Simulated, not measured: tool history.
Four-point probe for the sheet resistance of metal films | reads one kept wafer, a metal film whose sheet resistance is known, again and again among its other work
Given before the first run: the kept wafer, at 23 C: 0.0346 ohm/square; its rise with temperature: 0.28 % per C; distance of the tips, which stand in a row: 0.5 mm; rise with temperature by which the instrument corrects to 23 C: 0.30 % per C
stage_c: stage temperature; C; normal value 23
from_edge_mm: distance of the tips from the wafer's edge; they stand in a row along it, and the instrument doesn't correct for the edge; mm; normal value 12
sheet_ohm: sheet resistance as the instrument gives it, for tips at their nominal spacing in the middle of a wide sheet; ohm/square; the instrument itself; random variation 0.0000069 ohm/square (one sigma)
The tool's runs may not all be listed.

Run 1, hour 0: usual settings. Result: sheet_ohm 0.034767 ohm/square.
Run 2, hour 19.2: usual settings but from_edge_mm 14 mm. Result: sheet_ohm 0.034767 ohm/square.
Run 3, hour 37.1: usual settings. Result: sheet_ohm 0.034783 ohm/square.
Run 4, hour 59.3: usual settings but from_edge_mm 36 mm. Result: sheet_ohm 0.03475 ohm/square.
Run 5, hour 84: usual settings. Result: sheet_ohm 0.034794 ohm/square.
Run 6, hour 106.4: usual settings but stage_c 18 C. Result: sheet_ohm 0.034844 ohm/square.
Run 7, hour 135.8: usual settings but stage_c 18 C. Result: sheet_ohm 0.034833 ohm/square.
Run 8, hour 171: usual settings but stage_c 18 C. Result: sheet_ohm 0.034845 ohm/square.
Run 9, hour 204.7: usual settings but stage_c 18 C. Result: sheet_ohm 0.034846 ohm/square.
Run 10, hour 228.4: usual settings but stage_c 18 C. Result: sheet_ohm 0.034865 ohm/square.
Run 11, hour 265.4: usual settings but stage_c 22 C, from_edge_mm 14 mm. Result: sheet_ohm 0.034822 ohm/square.
Run 12, hour 282.5: usual settings but stage_c 22 C, from_edge_mm 5 mm. Result: sheet_ohm 0.03499 ohm/square.
Run 13, hour 312.6: usual settings but stage_c 28 C, from_edge_mm 5 mm. Result: sheet_ohm 0.034976 ohm/square.
Run 14, hour 340.1: usual settings but stage_c 25 C, from_edge_mm 5 mm. Result: sheet_ohm 0.034999 ohm/square.
Run 15, hour 358: usual settings but stage_c 25 C, from_edge_mm 5 mm. Result: sheet_ohm 0.035002 ohm/square.
Run 16, hour 378: usual settings but stage_c 25 C, from_edge_mm 7 mm. Result: sheet_ohm 0.034919 ohm/square.
Run 17, hour 409.9: usual settings but stage_c 29 C, from_edge_mm 9 mm. Result: sheet_ohm 0.034849 ohm/square.
Run 18, hour 445.4: usual settings but stage_c 18 C, from_edge_mm 25 mm. Result: sheet_ohm 0.034872 ohm/square.

Consider 4 possible next runs. They are alternatives, not a sequence: every one starts from the tool as it was left by run 18. What does each give?
Run A, hour 465.8: usual settings but stage_c 29 C, from_edge_mm 15 mm. Result: sheet_ohm ?.
Run B, hour 465.8: usual settings but stage_c 18 C, from_edge_mm 43 mm. Result: sheet_ohm ?.
Run C, hour 465.8: usual settings but stage_c 18 C, from_edge_mm 29 mm. Result: sheet_ohm ?.
Run D, hour 465.8: usual settings but stage_c 27 C, from_edge_mm 13 mm. Result: sheet_ohm ?.

run  sheet_ohm
  A   0.034829
  B   0.034878
  C    0.03487
  D   0.034837
Had the tool no hidden state, the same runs would have come out as:
run  sheet_ohm
  A   0.034588
  B   0.034635
  C   0.034627
  D   0.034595
